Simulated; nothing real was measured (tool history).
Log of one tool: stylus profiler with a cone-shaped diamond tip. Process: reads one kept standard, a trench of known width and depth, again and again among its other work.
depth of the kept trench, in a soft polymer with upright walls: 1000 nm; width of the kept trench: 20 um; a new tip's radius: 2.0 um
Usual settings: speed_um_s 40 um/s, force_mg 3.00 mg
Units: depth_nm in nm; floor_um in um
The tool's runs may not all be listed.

run,hour,speed_um_s,force_mg,depth_nm,floor_um
1,0.0,40,3.00,1011.09,16.45
2,7.6,158,3.00,1011.29,16.11
3,15.0,158,3.00,1011.26,16.18
4,21.9,158,6.46,1018.59,16.26
5,30.4,158,6.46,1018.58,16.29
6,40.4,158,6.46,1018.35,16.27
7,52.4,158,6.46,1018.84,16.26
8,64.8,158,6.46,1018.45,16.29
9,75.7,158,6.46,1018.30,16.29
10,84.3,158,6.46,1018.43,16.30
11,100.9,40,3.00,1011.29,16.47
12,115.0,40,3.00,1010.67,16.44
13,130.0,40,3.00,1010.85,16.40
14,143.0,12,1.52,1006.85,16.51
15,153.1,91,2.27,1009.26,16.26
16,163.0,127,3.40,1011.89,16.24
17,178.6,51,2.08,1008.60,16.49
18,192.5,158,3.74,1013.35,16.20
19,203.9,35,1.57,1007.16,16.42
20,211.0,35,1.57,1007.04,16.40
21,222.7,11,3.75,1012.77,16.47
22,239.0,11,3.75,1012.72,16.54
23,246.0,85,2.40,1009.32,16.27
24,254.2,85,2.40,1009.24,16.25
25,270.9,147,2.56,1009.55,16.22

4 ways to go on from here, each from the tool as it stands after run 25. What would each give?
A,278.8,35,3.04,?,?
B,278.8,40,2.45,?,?
C,278.8,70,7.89,?,?
D,278.8,23,8.33,?,?

run,depth_nm,floor_um
A,1010.93,16.45
B,1009.64,16.43
C,1021.34,16.43
D,1021.92,16.48
Without the tool's hidden state the same runs would have given:
run,depth_nm,floor_um
A,1010.96,16.46
B,1009.66,16.44
C,1021.36,16.44
D,1021.95,16.49

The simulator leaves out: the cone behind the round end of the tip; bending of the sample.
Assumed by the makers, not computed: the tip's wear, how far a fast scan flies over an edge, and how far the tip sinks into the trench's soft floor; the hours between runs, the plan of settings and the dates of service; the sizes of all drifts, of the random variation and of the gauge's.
